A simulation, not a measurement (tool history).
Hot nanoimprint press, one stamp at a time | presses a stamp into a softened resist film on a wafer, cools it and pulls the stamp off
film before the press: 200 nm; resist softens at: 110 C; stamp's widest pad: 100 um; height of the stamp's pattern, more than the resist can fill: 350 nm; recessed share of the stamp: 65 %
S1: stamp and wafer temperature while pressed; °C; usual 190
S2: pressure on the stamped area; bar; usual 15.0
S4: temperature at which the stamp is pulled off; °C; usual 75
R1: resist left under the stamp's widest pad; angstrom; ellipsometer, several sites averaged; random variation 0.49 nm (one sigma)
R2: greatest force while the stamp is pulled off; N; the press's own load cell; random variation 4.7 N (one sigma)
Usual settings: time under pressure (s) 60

run 1 hour=0.0 | S1=190 S2=15.0 time_under_pressure_(s)=60 S4=75 | R1=935 R2=278
run 2 hour=23.8 | S1=190 S2=15.0 time_under_pressure_(s)=60 S4=75 | R1=931 R2=286
run 3 hour=38.2 | S1=190 S2=15.0 time_under_pressure_(s)=101 S4=75 | R1=744 R2=296
run 4 hour=60.2 | S1=192 S2=15.0 time_under_pressure_(s)=101 S4=75 | R1=689 R2=303
-- hour=68.0 stamp cleaned and given a new release coat
run 5 hour=89.4 | S1=192 S2=15.0 time_under_pressure_(s)=101 S4=75 | R1=694 R2=235
run 6 hour=103.5 | S1=192 S2=15.0 time_under_pressure_(s)=101 S4=65 | R1=692 R2=270
run 7 hour=119.1 | S1=192 S2=15.0 time_under_pressure_(s)=101 S4=65 | R1=688 R2=270
run 8 hour=143.4 | S1=192 S2=23.5 time_under_pressure_(s)=101 S4=65 | R1=573 R2=273
run 9 hour=162.5 | S1=192 S2=23.5 time_under_pressure_(s)=101 S4=65 | R1=569 R2=278
run 10 hour=179.2 | S1=192 S2=23.5 time_under_pressure_(s)=101 S4=65 | R1=572 R2=291
run 11 hour=201.6 | S1=192 S2=23.5 time_under_pressure_(s)=101 S4=65 | R1=565 R2=292
run 12 hour=222.2 | S1=190 S2=15.0 time_under_pressure_(s)=60 S4=61 | R1=924 R2=303
run 13 hour=245.8 | S1=178 S2=15.0 time_under_pressure_(s)=60 S4=75 | R1=1365 R2=277
run 14 hour=256.3 | S1=178 S2=15.0 time_under_pressure_(s)=35 S4=75 | R1=1534 R2=296
-- hour=265.1 plate thermocouple calibrated
run 15 hour=273.2 | S1=178 S2=15.0 time_under_pressure_(s)=35 S4=75 | R1=1563 R2=291
run 16 hour=286.3 | S1=198 S2=10.7 time_under_pressure_(s)=60 S4=75 | R1=836 R2=302
-- hour=298.8 stamp cleaned and given a new release coat
run 17 hour=305.9 | S1=198 S2=10.7 time_under_pressure_(s)=72 S4=73 | R1=769 R2=234
run 18 hour=320.8 | S1=190 S2=15.0 time_under_pressure_(s)=60 S4=61 | R1=953 R2=273
run 19 hour=339.7 | S1=186 S2=15.5 time_under_pressure_(s)=79 S4=69 | R1=967 R2=248
run 20 hour=360.7 | S1=193 S2=15.5 time_under_pressure_(s)=79 S4=61 | R1=753 R2=275
run 21 hour=373.2 | S1=185 S2=22.1 time_under_pressure_(s)=96 S4=68 | R1=813 R2=260
run 22 hour=383.9 | S1=190 S2=15.0 time_under_pressure_(s)=60 S4=75 | R1=941 R2=261
run 23 hour=397.2 | S1=190 S2=15.0 time_under_pressure_(s)=109 S4=75 | R1=747 R2=266
run 24 hour=410.0 | S1=186 S2=12.3 time_under_pressure_(s)=32 S4=75 | R1=1403 R2=267
run 25 hour=434.9 | S1=190 S2=15.0 time_under_pressure_(s)=60 S4=73 | R1=939 R2=276
run 26 hour=449.7 | S1=182 S2=12.0 time_under_pressure_(s)=55 S4=82 | R1=1338 R2=254
run 27 hour=462.2 | S1=182 S2=9.3 time_under_pressure_(s)=55 S4=70 | R1=1428 R2=304
run 28 hour=480.6 | S1=190 S2=15.0 time_under_pressure_(s)=73 S4=75 | R1=881 R2=284

Run 29 comes next. What will it give?
run 29 hour=498.5 | S1=194 S2=16.8 time_under_pressure_(s)=63 S4=71 | R1=? R2=?

{"run 29": {"R1": 767, "R2": 309}}
Without the tool's hidden state the same run would have given R1 753 angstrom, R2 241 N.
